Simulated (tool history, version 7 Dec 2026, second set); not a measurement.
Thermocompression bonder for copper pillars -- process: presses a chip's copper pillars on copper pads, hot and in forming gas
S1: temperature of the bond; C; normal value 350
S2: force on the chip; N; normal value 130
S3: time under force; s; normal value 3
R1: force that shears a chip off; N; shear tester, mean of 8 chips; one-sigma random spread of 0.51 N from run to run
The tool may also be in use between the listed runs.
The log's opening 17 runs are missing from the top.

run   hour   S1   S2  S3    R1
 18  125.9  350  130   2  33.5
 19  132.6  350  130   2  34.7
 20  137.1  350  130   2  32.5
     140.7  -- forming gas filter changed
 21  141.6  350  130   2  34.6
 22  151.2  350  130   2  35.1
 23  158.6  350  183   2  47.3
 24  165.2  374  192   3  66.1
 25  173.0  373  189   5  75.0
 26  180.1  373  189   5  75.0
 27  189.3  373  189   5  73.5
 28  194.4  350  130   5  48.8

For run 29, what comes out?
 29  203.2  350  130   5   ?

{"run 29": {"R1": 48.3}}
On a tool with no hidden condition, and with the same random variation, this run would have come out at R1 45.4 N.
